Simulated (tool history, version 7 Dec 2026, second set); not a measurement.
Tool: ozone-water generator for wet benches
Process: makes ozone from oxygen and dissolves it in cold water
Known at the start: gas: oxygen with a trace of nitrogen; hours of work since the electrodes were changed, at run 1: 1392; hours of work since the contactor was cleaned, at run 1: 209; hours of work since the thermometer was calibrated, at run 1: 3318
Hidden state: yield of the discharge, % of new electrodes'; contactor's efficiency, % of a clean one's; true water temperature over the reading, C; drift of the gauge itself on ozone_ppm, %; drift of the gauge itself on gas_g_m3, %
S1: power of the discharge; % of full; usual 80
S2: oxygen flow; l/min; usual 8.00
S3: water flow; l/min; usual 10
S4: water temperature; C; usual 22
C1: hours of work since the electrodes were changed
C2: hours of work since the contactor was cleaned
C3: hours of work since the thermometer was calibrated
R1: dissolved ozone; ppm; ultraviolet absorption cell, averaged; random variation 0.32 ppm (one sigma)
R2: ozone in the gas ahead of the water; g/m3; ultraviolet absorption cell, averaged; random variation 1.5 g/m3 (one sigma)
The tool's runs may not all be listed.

Run 1, hour 0.0: usual settings; C1 1392; C2 209; C3 3318. Result: R1 49.8 ppm, R2 282.4 g/m3.
Run 2, hour 89.2: usual settings; C1 1464; C2 282; C3 3390. Result: R1 49.9 ppm, R2 283.0 g/m3.
Run 3, hour 252.8: usual settings; C1 1597; C2 414; C3 3523. Result: R1 49.4 ppm, R2 283.5 g/m3.
Run 4, hour 390.9: usual settings; C1 1709; C2 526; C3 3635. Result: R1 49.5 ppm, R2 282.0 g/m3.
Run 5, hour 559.4: usual settings; C1 1845; C2 663; C3 3771. Result: R1 48.7 ppm, R2 281.6 g/m3.
Run 6, hour 685.3: usual settings; C1 1947; C2 765; C3 3874. Result: R1 49.1 ppm, R2 280.3 g/m3.
Run 7, hour 849.2: usual settings; C1 2080; C2 898; C3 4006. Result: R1 49.3 ppm, R2 278.9 g/m3.
Run 8, hour 941.1: usual settings; C1 2155; C2 972; C3 4081. Result: R1 48.1 ppm, R2 278.5 g/m3.
Run 9, hour 1047.0: usual settings; C1 2241; C2 1058; C3 4167. Result: R1 48.5 ppm, R2 279.8 g/m3.
Run 10, hour 1149.8: usual settings but S3 8 l/min; C1 2324; C2 1142; C3 4250. Result: R1 52.6 ppm, R2 276.2 g/m3.
Run 11, hour 1241.8: usual settings but S3 8 l/min; C1 2399; C2 1216; C3 4325. Result: R1 52.6 ppm, R2 276.2 g/m3.
Run 12, hour 1380.2: usual settings but S3 8 l/min; C1 2511; C2 1328; C3 4437. Result: R1 51.9 ppm, R2 274.8 g/m3.
Run 13, hour 1471.3: usual settings but S3 8 l/min; C1 2585; C2 1402; C3 4511. Result: R1 52.6 ppm, R2 273.4 g/m3.
Run 14, hour 1617.5: usual settings but S4 17 C; C1 2703; C2 1521; C3 4629. Result: R1 53.6 ppm, R2 276.1 g/m3.
Run 15, hour 1743.2: usual settings but S4 17 C; C1 2805; C2 1623; C3 4731. Result: R1 52.9 ppm, R2 275.1 g/m3.
Run 16, hour 1822.8: usual settings but S4 17 C; C1 2870; C2 1687; C3 4796. Result: R1 53.0 ppm, R2 272.9 g/m3.
Run 17, hour 1967.0: usual settings but S4 17 C; C1 2987; C2 1804; C3 4913. Result: R1 53.3 ppm, R2 278.0 g/m3.
Run 18, hour 2071.0: usual settings but S1 44 % of full, S2 9.63 l/min, S4 15 C; C1 3071; C2 1889; C3 4997. Result: R1 33.3 ppm, R2 156.8 g/m3.
Run 19, hour 2217.0: usual settings but S1 44 % of full, S2 9.63 l/min, S4 15 C; C1 3189; C2 2007; C3 5115. Result: R1 33.4 ppm, R2 154.4 g/m3.
Run 20, hour 2350.3: usual settings but S1 77 % of full, S2 10.71 l/min, S3 8 l/min, S4 14 C; C1 3297; C2 2115; C3 5224. Result: R1 55.0 ppm, R2 223.6 g/m3.
Run 21, hour 2519.2: usual settings but S1 77 % of full, S2 10.71 l/min, S3 8 l/min, S4 14 C; C1 3434; C2 2252; C3 5360. Result: R1 54.8 ppm, R2 222.0 g/m3.
At hour 2548.6: water thermometer calibrated.
Run 22, hour 2610.4: usual settings but S2 13.83 l/min; C1 3508; C2 2326; C3 50. Result: R1 38.8 ppm, R2 196.6 g/m3.
Run 23, hour 2783.3: usual settings but S2 13.83 l/min; C1 3648; C2 2466; C3 190. Result: R1 38.6 ppm, R2 198.6 g/m3.
Run 24, hour 2871.0: usual settings but S2 13.83 l/min; C1 3719; C2 2537; C3 261. Result: R1 38.5 ppm, R2 197.4 g/m3.
Run 25, hour 3031.1: usual settings but S2 13.83 l/min; C1 3849; C2 2667; C3 391. Result: R1 38.2 ppm, R2 198.7 g/m3.
Run 26, hour 3152.1: usual settings but S1 51 % of full, S2 13.83 l/min, S3 14 l/min, S4 18 C; C1 3947; C2 2765; C3 489. Result: R1 26.6 ppm, R2 139.5 g/m3.
Run 27, hour 3292.6: usual settings but S1 51 % of full, S2 13.83 l/min, S3 14 l/min, S4 18 C; C1 4061; C2 2879; C3 603. Result: R1 26.7 ppm, R2 139.2 g/m3.
Run 28, hour 3434.8: usual settings but S1 51 % of full, S2 9.55 l/min, S3 7 l/min, S4 18 C; C1 4176; C2 2994; C3 719. Result: R1 38.6 ppm, R2 170.8 g/m3.
Run 29, hour 3512.4: usual settings but S1 45 % of full, S2 7.92 l/min, S3 7 l/min, S4 18 C; C1 4239; C2 3057; C3 781. Result: R1 37.4 ppm, R2 174.2 g/m3.
Run 30, hour 3663.4: usual settings but S1 45 % of full, S2 7.06 l/min, S3 14 l/min; C1 4362; C2 3179; C3 904. Result: R1 25.8 ppm, R2 182.1 g/m3.
Run 31, hour 3743.8: usual settings but S1 45 % of full, S2 7.06 l/min, S3 14 l/min; C1 4427; C2 3245; C3 969. Result: R1 25.9 ppm, R2 183.7 g/m3.
Run 32, hour 3855.4: usual settings but S1 97 % of full, S2 4.00 l/min, S3 7 l/min; C1 4517; C2 3335; C3 1060. Result: R1 73.3 ppm, R2 446.5 g/m3.
Run 33, hour 3984.9: usual settings but S1 82 % of full, S2 6.92 l/min, S3 11 l/min, S4 17 C; C1 4622; C2 3440; C3 1165. Result: R1 51.2 ppm, R2 288.3 g/m3.

How the hidden state differs across the entries between the runs, from the last listed run before each to the first after it:
Between runs 21 and 22: water thermometer calibrated (hour 2548.6)
  yield of the discharge, % of new electrodes': 93.2 -> 93.1; contactor's efficiency, % of a clean one's: 95.7 -> 95.5; true water temperature over the reading, C: 0.14 -> -0.1
  measured less the result without the state, R1: -5.3 -> -3.7 ppm; R2: -17.4 -> -16.2 g/m3
